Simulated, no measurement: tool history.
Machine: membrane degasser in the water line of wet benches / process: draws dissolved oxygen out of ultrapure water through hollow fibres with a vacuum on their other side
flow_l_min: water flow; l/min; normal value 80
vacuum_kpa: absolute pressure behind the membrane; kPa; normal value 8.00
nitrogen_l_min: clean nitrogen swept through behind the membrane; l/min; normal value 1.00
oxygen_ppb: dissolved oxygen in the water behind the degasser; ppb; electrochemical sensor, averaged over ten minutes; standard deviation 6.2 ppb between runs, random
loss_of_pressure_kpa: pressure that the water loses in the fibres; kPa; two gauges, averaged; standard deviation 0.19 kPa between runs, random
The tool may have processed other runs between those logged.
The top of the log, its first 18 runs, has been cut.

| run | hour | flow_l_min | vacuum_kpa | nitrogen_l_min | hours since the membrane was changed | hours since the vacuum gauge was calibrated | hours since the vacuum lines were made tight | oxygen_ppb | loss_of_pressure_kpa |
|---|---|---|---|---|---|---|---|---|---|
| 19 | 735.3 | 55 | 8.00 | 0.56 | 804 | 154 | 2030 | 688.5 | 25.87 |
| 20 | 766.6 | 107 | 14.62 | 1.00 | 836 | 185 | 2062 | 1634.0 | 50.12 |
| 21 | 803.0 | 76 | 6.87 | 2.02 | 872 | 222 | 2098 | 283.2 | 35.48 |
| 22 | 859.1 | 59 | 13.80 | 2.26 | 928 | 278 | 2154 | 573.0 | 27.48 |
| 23 | 898.9 | 85 | 5.83 | 0.55 | 968 | 318 | 2194 | 523.4 | 39.72 |
| 24 | 947.8 | 111 | 6.84 | 0.55 | 1017 | 367 | 2243 | 808.5 | 52.28 |
| 25 | 1007.1 | 52 | 8.00 | 1.67 | 1076 | 426 | 2302 | 310.7 | 24.62 |
| 26 | 1050.2 | 52 | 8.00 | 1.67 | 1119 | 469 | 2345 | 311.8 | 24.61 |
| 27 | 1107.4 | 52 | 8.00 | 1.67 | 1176 | 526 | 2403 | 309.2 | 24.47 |
| 28 | 1143.3 | 70 | 8.00 | 1.00 | 1212 | 562 | 2438 | 556.9 | 32.68 |
| 29 | 1173.3 | 70 | 8.00 | 1.00 | 1242 | 592 | 2468 | 559.2 | 32.88 |
| 30 | 1220.2 | 96 | 8.99 | 1.00 | 1289 | 639 | 2515 | 847.7 | 45.25 |
| 31 | 1269.1 | 57 | 11.45 | 0.87 | 1338 | 688 | 2564 | 886.6 | 26.69 |

Alternative continuations, all from the tool just after run 31; predict every row:
| A | 1317.5 | 106 | 14.91 | 1.00 | 1386 | 736 | 2613 | ? | ? |
| B | 1317.5 | 80 | 16.52 | 0.97 | 1386 | 736 | 2613 | ? | ? |
| C | 1317.5 | 51 | 11.45 | 0.87 | 1386 | 736 | 2613 | ? | ? |
| D | 1317.5 | 49 | 11.45 | 0.87 | 1386 | 736 | 2613 | ? | ? |

| run | oxygen_ppb | loss_of_pressure_kpa |
|---|---|---|
| A | 1676.3 | 49.88 |
| B | 1575.9 | 37.65 |
| C | 817.0 | 23.89 |
| D | 815.9 | 22.94 |
With the hidden condition removed and each run's random variation left untouched, the same runs would have given:
| run | oxygen_ppb | loss_of_pressure_kpa |
|---|---|---|
| A | 1669.4 | 49.49 |
| B | 1570.5 | 37.35 |
| C | 811.6 | 23.70 |
| D | 810.4 | 22.76 |
